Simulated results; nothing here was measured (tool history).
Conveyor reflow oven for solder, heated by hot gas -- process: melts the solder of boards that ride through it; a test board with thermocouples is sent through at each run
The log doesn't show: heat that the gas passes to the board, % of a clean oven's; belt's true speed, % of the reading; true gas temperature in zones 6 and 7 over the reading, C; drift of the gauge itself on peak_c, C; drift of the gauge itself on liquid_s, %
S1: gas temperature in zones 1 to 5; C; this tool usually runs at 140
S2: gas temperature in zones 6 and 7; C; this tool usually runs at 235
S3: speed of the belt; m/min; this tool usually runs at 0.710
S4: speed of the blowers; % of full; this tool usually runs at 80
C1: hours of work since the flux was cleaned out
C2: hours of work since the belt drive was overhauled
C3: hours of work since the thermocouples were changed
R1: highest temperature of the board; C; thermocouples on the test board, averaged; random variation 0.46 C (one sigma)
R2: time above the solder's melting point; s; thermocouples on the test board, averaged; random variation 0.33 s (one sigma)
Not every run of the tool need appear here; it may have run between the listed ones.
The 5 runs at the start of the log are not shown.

| run | hour | S1 | S2 | S3 | S4 | C1 | C2 | C3 | R1 | R2 |
|---|---|---|---|---|---|---|---|---|---|---|
| 6 | 355.6 | 140 | 235 | 0.710 | 54 | 180 | 850 | 902 | 213.2 | 47.9 |
| 7 | 415.4 | 140 | 235 | 0.710 | 54 | 208 | 878 | 930 | 213.2 | 47.4 |
| 8 | 457.7 | 140 | 235 | 0.710 | 54 | 228 | 898 | 950 | 213.4 | 47.0 |
| 9 | 503.1 | 140 | 235 | 0.710 | 54 | 249 | 920 | 971 | 213.5 | 48.0 |
| 10 | 540.4 | 140 | 235 | 0.710 | 54 | 267 | 937 | 988 | 213.4 | 47.5 |
| 11 | 581.9 | 140 | 235 | 0.710 | 54 | 286 | 956 | 1008 | 213.1 | 48.2 |
|  | 629.3 | flux residue cleaned out of gas plates and filters |
| 12 | 652.4 | 140 | 235 | 0.710 | 80 | 11 | 987 | 1038 | 220.2 | 52.5 |
| 13 | 728.4 | 140 | 235 | 0.710 | 64 | 46 | 1023 | 1074 | 216.0 | 50.0 |
| 14 | 783.2 | 140 | 235 | 0.710 | 64 | 72 | 1048 | 1100 | 217.3 | 50.5 |
| 15 | 855.4 | 140 | 235 | 0.710 | 89 | 106 | 1082 | 1134 | 221.2 | 54.0 |
| 16 | 908.7 | 140 | 235 | 0.710 | 89 | 131 | 1107 | 1159 | 220.7 | 53.2 |
| 17 | 982.7 | 140 | 238 | 0.762 | 89 | 166 | 1142 | 1193 | 221.2 | 49.8 |
| 18 | 1030.5 | 149 | 227 | 0.710 | 66 | 188 | 1164 | 1216 | 212.1 | 49.8 |
| 19 | 1110.0 | 149 | 223 | 0.753 | 66 | 225 | 1202 | 1253 | 206.4 | 42.9 |
| 20 | 1165.1 | 140 | 235 | 0.809 | 90 | 251 | 1227 | 1279 | 217.0 | 44.1 |
| 21 | 1245.1 | 127 | 235 | 0.710 | 80 | 289 | 1265 | 1316 | 217.5 | 47.5 |
|  | 1294.1 | flux residue cleaned out of gas plates and filters |
| 22 | 1296.3 | 126 | 245 | 0.710 | 80 | 1 | 1287 | 1338 | 225.4 | 52.4 |
| 23 | 1363.0 | 139 | 235 | 0.768 | 80 | 32 | 1318 | 1369 | 217.5 | 46.2 |
| 24 | 1430.1 | 150 | 235 | 0.597 | 80 | 64 | 1349 | 1401 | 225.5 | 71.9 |
| 25 | 1482.9 | 140 | 244 | 0.710 | 56 | 88 | 1374 | 1425 | 221.1 | 53.5 |
| 26 | 1524.8 | 140 | 235 | 0.647 | 60 | 108 | 1394 | 1445 | 218.6 | 57.6 |
|  | 1563.3 | thermocouples of zones 6 and 7 changed |
| 27 | 1596.8 | 131 | 230 | 0.710 | 80 | 141 | 1427 | 16 | 213.5 | 46.4 |
| 28 | 1633.1 | 140 | 235 | 0.710 | 76 | 158 | 1444 | 33 | 218.0 | 52.2 |
| 29 | 1707.9 | 150 | 233 | 0.710 | 76 | 193 | 1479 | 68 | 218.4 | 55.3 |
|  | 1739.3 | belt drive overhauled, speed set with a stopwatch |
| 30 | 1761.5 | 150 | 229 | 0.710 | 71 | 216 | 10 | 91 | 214.9 | 53.0 |

Predict each of these 3 candidate next runs independently; none follows another, all start after run 30:
| A | 1834.1 | 148 | 243 | 0.659 | 71 | 250 | 44 | 125 | ? | ? |
| B | 1834.1 | 141 | 229 | 0.652 | 71 | 250 | 44 | 125 | ? | ? |
| C | 1834.1 | 151 | 245 | 0.686 | 71 | 250 | 44 | 125 | ? | ? |

| run | R1 | R2 |
|---|---|---|
| A | 228.9 | 65.1 |
| B | 216.4 | 55.3 |
| C | 229.3 | 63.3 |
Had the tool no hidden state, the same runs would have come out as:
| run | R1 | R2 |
|---|---|---|
| A | 229.1 | 65.2 |
| B | 216.7 | 55.5 |
| C | 229.5 | 63.5 |
